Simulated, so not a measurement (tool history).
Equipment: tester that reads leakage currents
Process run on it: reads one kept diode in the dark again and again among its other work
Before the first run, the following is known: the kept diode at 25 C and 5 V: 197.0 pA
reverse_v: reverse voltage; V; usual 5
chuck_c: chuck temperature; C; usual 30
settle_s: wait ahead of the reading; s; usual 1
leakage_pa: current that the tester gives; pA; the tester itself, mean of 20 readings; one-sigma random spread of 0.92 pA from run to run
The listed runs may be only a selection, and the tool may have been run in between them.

{"run": 1, "hour": 0.0, "reverse_v": 5, "chuck_c": 30, "settle_s": 1, "leakage_pa": 307.21}
{"run": 2, "hour": 91.0, "reverse_v": 5, "chuck_c": 30, "settle_s": 1, "leakage_pa": 307.45}
{"run": 3, "hour": 194.0, "reverse_v": 5, "chuck_c": 30, "settle_s": 0.35, "leakage_pa": 306.58}
{"run": 4, "hour": 255.0, "reverse_v": 5, "chuck_c": 30, "settle_s": 0.35, "leakage_pa": 305.61}
{"run": 5, "hour": 320.3, "reverse_v": 5, "chuck_c": 30, "settle_s": 1, "leakage_pa": 305.67}
{"run": 6, "hour": 386.9, "reverse_v": 5, "chuck_c": 21, "settle_s": 1, "leakage_pa": 137.04}
{"run": 7, "hour": 446.4, "reverse_v": 5, "chuck_c": 20, "settle_s": 1.49, "leakage_pa": 124.72}
{"run": 8, "hour": 529.3, "reverse_v": 8.18, "chuck_c": 30, "settle_s": 1, "leakage_pa": 396.92}
{"run": 9, "hour": 603.9, "reverse_v": 3.12, "chuck_c": 28, "settle_s": 1.37, "leakage_pa": 200.51}
{"hour": 619.4, "done": "chuck's temperature calibrated"}
{"run": 10, "hour": 661.9, "reverse_v": 5.07, "chuck_c": 30, "settle_s": 4.26, "leakage_pa": 308.48}

5 ways to go on from here, each from the tool as it stands after run 10. What would each give?
{"run": "A", "hour": 743.9, "reverse_v": 5, "chuck_c": 46, "settle_s": 3.34, "leakage_pa": "?"}
{"run": "B", "hour": 743.9, "reverse_v": 5, "chuck_c": 31, "settle_s": 1, "leakage_pa": "?"}
{"run": "C", "hour": 743.9, "reverse_v": 5, "chuck_c": 21, "settle_s": 1, "leakage_pa": "?"}
{"run": "D", "hour": 743.9, "reverse_v": 8.76, "chuck_c": 43, "settle_s": 1.94, "leakage_pa": "?"}
{"run": "E", "hour": 743.9, "reverse_v": 3.75, "chuck_c": 58, "settle_s": 0.43, "leakage_pa": "?"}

run=A leakage_pa=1151.89
run=B leakage_pa=333.83
run=C leakage_pa=137.72
run=D leakage_pa=1215.05
run=E leakage_pa=2459.8
Without the tool's unlogged condition, the same runs would have read:
run=A leakage_pa=1151.91
run=B leakage_pa=333.82
run=C leakage_pa=137.7
run=D leakage_pa=1215.06
run=E leakage_pa=2459.88

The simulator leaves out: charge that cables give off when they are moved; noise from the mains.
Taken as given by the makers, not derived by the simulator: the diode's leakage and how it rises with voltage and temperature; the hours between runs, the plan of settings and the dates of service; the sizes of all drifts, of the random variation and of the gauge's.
